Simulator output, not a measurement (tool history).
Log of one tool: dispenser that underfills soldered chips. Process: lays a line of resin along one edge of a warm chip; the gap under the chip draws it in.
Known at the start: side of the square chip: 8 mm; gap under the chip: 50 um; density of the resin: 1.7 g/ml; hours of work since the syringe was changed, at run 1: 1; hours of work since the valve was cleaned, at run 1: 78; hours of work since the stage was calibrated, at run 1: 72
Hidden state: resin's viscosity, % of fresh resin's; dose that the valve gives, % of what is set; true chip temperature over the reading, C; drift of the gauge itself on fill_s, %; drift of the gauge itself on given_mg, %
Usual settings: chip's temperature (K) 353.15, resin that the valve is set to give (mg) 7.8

| run | day | chip's temperature (K) | resin that the valve is set to give (mg) | hours of work since the syringe was changed | hours of work since the valve was cleaned | hours of work since the stage was calibrated | time until the resin shows at the far edge (s) | resin that the valve gave (mg) |
|---|---|---|---|---|---|---|---|---|
| 1 | 0 | 353.15 | 7.8 | 1 | 78 | 72 | 32.2 | 7.28 |
| 2 | 0.242 | 353.15 | 7.8 | 5 | 82 | 76 | 42.6 | 7.32 |
| 3 | 0.629 | 353.15 | 7.8 | 11 | 87 | 81 | 66.9 | 7.21 |
|  | 0.679 | new syringe of resin |
|  | 0.992 | dispensing valve cleaned and set on the balance |
| 4 | 1.162 | 341.15 | 7.8 | 7 | 3 | 89 | 83.4 | 7.76 |
|  | 1.467 | new syringe of resin |
| 5 | 1.525 | 341.15 | 7.8 | 1 | 8 | 94 | 54.6 | 7.75 |
| 6 | 1.921 | 341.15 | 7.8 | 7 | 14 | 100 | 87.6 | 7.68 |
|  | 2.204 | new syringe of resin |
| 7 | 2.433 | 341.15 | 7.8 | 3 | 21 | 107 | 66.1 | 7.65 |
| 8 | 2.862 | 341.15 | 7.8 | 10 | 28 | 114 | 116.1 | 7.6 |
|  | 2.971 | new syringe of resin |
| 9 | 3.354 | 341.15 | 7.8 | 6 | 35 | 121 | 81 | 7.55 |
|  | 3.696 | new syringe of resin |
| 10 | 3.7 | 341.15 | 7.8 | 0 | 40 | 126 | 52.5 | 7.49 |
| 11 | 4.096 | 353.15 | 7.8 | 6 | 46 | 132 | 46.8 | 7.49 |
| 12 | 4.396 | 353.15 | 7.8 | 11 | 51 | 137 | 68.3 | 7.48 |
|  | 4.446 | new syringe of resin |
| 13 | 4.838 | 353.15 | 7.8 | 6 | 57 | 143 | 47.2 | 7.46 |
| 14 | 5.088 | 353.15 | 7.8 | 10 | 61 | 147 | 63 | 7.34 |
|  | 5.2 | new syringe of resin |
| 15 | 5.329 | 348.15 | 7.8 | 2 | 64 | 150 | 43.1 | 7.39 |
| 16 | 5.721 | 353.15 | 7.05 | 8 | 70 | 156 | 57 | 6.54 |
|  | 5.942 | new syringe of resin |
| 17 | 6.158 | 353.15 | 7.05 | 3 | 77 | 163 | 40.6 | 6.6 |
| 18 | 6.588 | 353.15 | 7.05 | 10 | 83 | 169 | 65.9 | 6.57 |
|  | 6.671 | new syringe of resin |
| 19 | 7.004 | 366.15 | 7.8 | 5 | 89 | 175 | 25 | 7.26 |
|  | 7.2 | dispensing valve cleaned and set on the balance |
|  | 7.442 | new syringe of resin |
| 20 | 7.442 | 366.15 | 7.8 | 0 | 3 | 181 | 16.3 | 7.76 |
| 21 | 7.871 | 366.15 | 7.8 | 6 | 10 | 188 | 27.4 | 7.68 |
|  | 8.192 | new syringe of resin |
| 22 | 8.408 | 350.15 | 9.68 | 3 | 18 | 196 | 43.6 | 9.54 |
| 23 | 8.65 | 357.15 | 9.51 | 7 | 21 | 199 | 42.9 | 9.32 |
|  | 8.962 | new syringe of resin |
| 24 | 9.104 | 348.15 | 9.77 | 2 | 28 | 206 | 42.9 | 9.53 |
| 25 | 9.392 | 345.15 | 7.91 | 7 | 33 | 210 | 73.2 | 7.67 |
|  | 9.688 | new syringe of resin |
| 26 | 9.858 | 345.15 | 7.91 | 3 | 39 | 217 | 53.1 | 7.63 |
| 27 | 10.142 | 349.15 | 10.03 | 7 | 44 | 222 | 59.1 | 9.68 |
|  | 10.421 | new syringe of resin |
| 28 | 10.492 | 346.15 | 9.83 | 1 | 49 | 227 | 44.7 | 9.43 |
| 29 | 10.992 | 346.15 | 9.83 | 9 | 56 | 234 | 80.4 | 9.37 |
|  | 11.15 | new syringe of resin |
| 30 | 11.425 | 346.15 | 6.93 | 4 | 63 | 241 | 59.3 | 6.55 |
| 31 | 11.733 | 346.15 | 6.93 | 9 | 67 | 245 | 86.3 | 6.55 |
|  | 11.896 | new syringe of resin |
| 32 | 12.146 | 347.15 | 8.93 | 4 | 73 | 251 | 54.1 | 8.37 |
| 33 | 12.375 | 359.15 | 8.65 | 7 | 77 | 255 | 40.6 | 8.06 |
|  | 12.633 | new syringe of resin |
| 34 | 12.754 | 359.15 | 8.65 | 2 | 82 | 260 | 26.2 | 8.03 |
| 35 | 13.142 | 360.15 | 7.62 | 8 | 88 | 266 | 40.5 | 7.04 |
|  | 13.375 | new syringe of resin |
|  | 13.417 | dispensing valve cleaned and set on the balance |
| 36 | 13.642 | 347.15 | 8.02 | 3 | 3 | 273 | 51.3 | 7.99 |

Hidden state at the last listed run before each entry between runs and at the first one after, where it differs:
Between runs 3 and 4: new syringe of resin (day 0.679); dispensing valve cleaned and set on the balance (day 0.992)
  resin's viscosity, % of fresh resin's: 236.7 -> 170.5; dose that the valve gives, % of what is set: 93.03 -> 99.45; true chip temperature over the reading, C: -0.6 -> -0.65
  measured less the result without the state, time until the resin shows at the far edge (s): +39.9 -> +36.2; resin that the valve gave (mg): -0.54 -> -0.04
Between runs 4 and 5: new syringe of resin (day 1.467)
  resin's viscosity, % of fresh resin's: 170.5 -> 108.2; dose that the valve gives, % of what is set: 99.45 -> 99.01; true chip temperature over the reading, C: -0.65 -> -0.68
  measured less the result without the state, time until the resin shows at the far edge (s): +36.2 -> +5.9; resin that the valve gave (mg): -0.04 -> -0.07
Between runs 6 and 7: new syringe of resin (day 2.204)
  resin's viscosity, % of fresh resin's: 174.4 -> 131.7; dose that the valve gives, % of what is set: 98.54 -> 97.93; true chip temperature over the reading, C: -0.73 -> -0.78
  measured less the result without the state, time until the resin shows at the far edge (s): +39.2 -> +18.1; resin that the valve gave (mg): -0.12 -> -0.17
Between runs 8 and 9: new syringe of resin (day 2.971)
  resin's viscosity, % of fresh resin's: 221.6 -> 158.3; dose that the valve gives, % of what is set: 97.4 -> 96.82; true chip temperature over the reading, C: -0.83 -> -0.88
  measured less the result without the state, time until the resin shows at the far edge (s): +66.4 -> +32.2; resin that the valve gave (mg): -0.2 -> -0.25
Between runs 9 and 10: new syringe of resin (day 3.696)
  resin's viscosity, % of fresh resin's: 158.3 -> 100.9; dose that the valve gives, % of what is set: 96.82 -> 96.4; true chip temperature over the reading, C: -0.88 -> -0.91
  measured less the result without the state, time until the resin shows at the far edge (s): +32.2 -> +3.2; resin that the valve gave (mg): -0.25 -> -0.28
Between runs 12 and 13: new syringe of resin (day 4.446)
  resin's viscosity, % of fresh resin's: 234.1 -> 160.3; dose that the valve gives, % of what is set: 95.58 -> 95.06; true chip temperature over the reading, C: -0.98 -> -1.03
  measured less the result without the state, time until the resin shows at the far edge (s): +40.5 -> +19.4; resin that the valve gave (mg): -0.35 -> -0.39
Between runs 14 and 15: new syringe of resin (day 5.2)
  resin's viscosity, % of fresh resin's: 216.5 -> 117; dose that the valve gives, % of what is set: 94.71 -> 94.42; true chip temperature over the reading, C: -1.05 -> -1.08
  measured less the result without the state, time until the resin shows at the far edge (s): +35.8 -> +8.7; resin that the valve gave (mg): -0.41 -> -0.43
Between runs 16 and 17: new syringe of resin (day 5.942)
  resin's viscosity, % of fresh resin's: 188.6 -> 130.3; dose that the valve gives, % of what is set: 93.94 -> 93.44; true chip temperature over the reading, C: -1.12 -> -1.17
  measured less the result without the state, time until the resin shows at the far edge (s): +28.9 -> +11.7; resin that the valve gave (mg): -0.43 -> -0.46
Between runs 18 and 19: new syringe of resin (day 6.671)
  resin's viscosity, % of fresh resin's: 219.6 -> 148.9; dose that the valve gives, % of what is set: 92.95 -> 92.45; true chip temperature over the reading, C: -1.21 -> -1.26
  measured less the result without the state, time until the resin shows at the far edge (s): +38.3 -> +9.4; resin that the valve gave (mg): -0.5 -> -0.59
Between runs 19 and 20: dispensing valve cleaned and set on the balance (day 7.2); new syringe of resin (day 7.442)
  resin's viscosity, % of fresh resin's: 148.9 -> 98.5; dose that the valve gives, % of what is set: 92.45 -> 99.48; true chip temperature over the reading, C: -1.26 -> -1.3
  measured less the result without the state, time until the resin shows at the far edge (s): +9.4 -> +0.7; resin that the valve gave (mg): -0.59 -> -0.05
Between runs 21 and 22: new syringe of resin (day 8.192)
  resin's viscosity, % of fresh resin's: 165.1 -> 132.5; dose that the valve gives, % of what is set: 98.93 -> 98.3; true chip temperature over the reading, C: -1.35 -> -1.41
  measured less the result without the state, time until the resin shows at the far edge (s): +11.7 -> +12.9; resin that the valve gave (mg): -0.08 -> -0.16
Between runs 23 and 24: new syringe of resin (day 8.962)
  resin's viscosity, % of fresh resin's: 177.3 -> 119.5; dose that the valve gives, % of what is set: 98 -> 97.48; true chip temperature over the reading, C: -1.44 -> -1.49
  measured less the result without the state, time until the resin shows at the far edge (s): +20 -> +9.6; resin that the valve gave (mg): -0.2 -> -0.24
Between runs 25 and 26: new syringe of resin (day 9.688)
  resin's viscosity, % of fresh resin's: 168.8 -> 121.7; dose that the valve gives, % of what is set: 97.16 -> 96.62; true chip temperature over the reading, C: -1.52 -> -1.56
  measured less the result without the state, time until the resin shows at the far edge (s): +33.1 -> +13; resin that the valve gave (mg): -0.23 -> -0.26
Between runs 27 and 28: new syringe of resin (day 10.421)
  resin's viscosity, % of fresh resin's: 170.9 -> 110; dose that the valve gives, % of what is set: 96.26 -> 95.85; true chip temperature over the reading, C: -1.6 -> -1.63
  measured less the result without the state, time until the resin shows at the far edge (s): +27.2 -> +7.3; resin that the valve gave (mg): -0.37 -> -0.41
Between runs 29 and 30: new syringe of resin (day 11.15)
  resin's viscosity, % of fresh resin's: 201 -> 138.1; dose that the valve gives, % of what is set: 95.24 -> 94.74; true chip temperature over the reading, C: -1.68 -> -1.73
  measured less the result without the state, time until the resin shows at the far edge (s): +43.5 -> +20.6; resin that the valve gave (mg): -0.47 -> -0.36
Between runs 31 and 32: new syringe of resin (day 11.896)
  resin's viscosity, % of fresh resin's: 199.8 -> 136.4; dose that the valve gives, % of what is set: 94.38 -> 93.89; true chip temperature over the reading, C: -1.76 -> -1.81
  measured less the result without the state, time until the resin shows at the far edge (s): +47.5 -> +17.9; resin that the valve gave (mg): -0.39 -> -0.54
Between runs 33 and 34: new syringe of resin (day 12.633)
  resin's viscosity, % of fresh resin's: 180.2 -> 114.6; dose that the valve gives, % of what is set: 93.6 -> 93.19; true chip temperature over the reading, C: -1.83 -> -1.87
  measured less the result without the state, time until the resin shows at the far edge (s): +20.3 -> +5.4; resin that the valve gave (mg): -0.55 -> -0.58
Between runs 35 and 36: new syringe of resin (day 13.375); dispensing valve cleaned and set on the balance (day 13.417)
  resin's viscosity, % of fresh resin's: 183 -> 129.7; dose that the valve gives, % of what is set: 92.73 -> 99.97; true chip temperature over the reading, C: -1.92 -> -1.97
  measured less the result without the state, time until the resin shows at the far edge (s): +20.5 -> +15.5; resin that the valve gave (mg): -0.55 -> +0
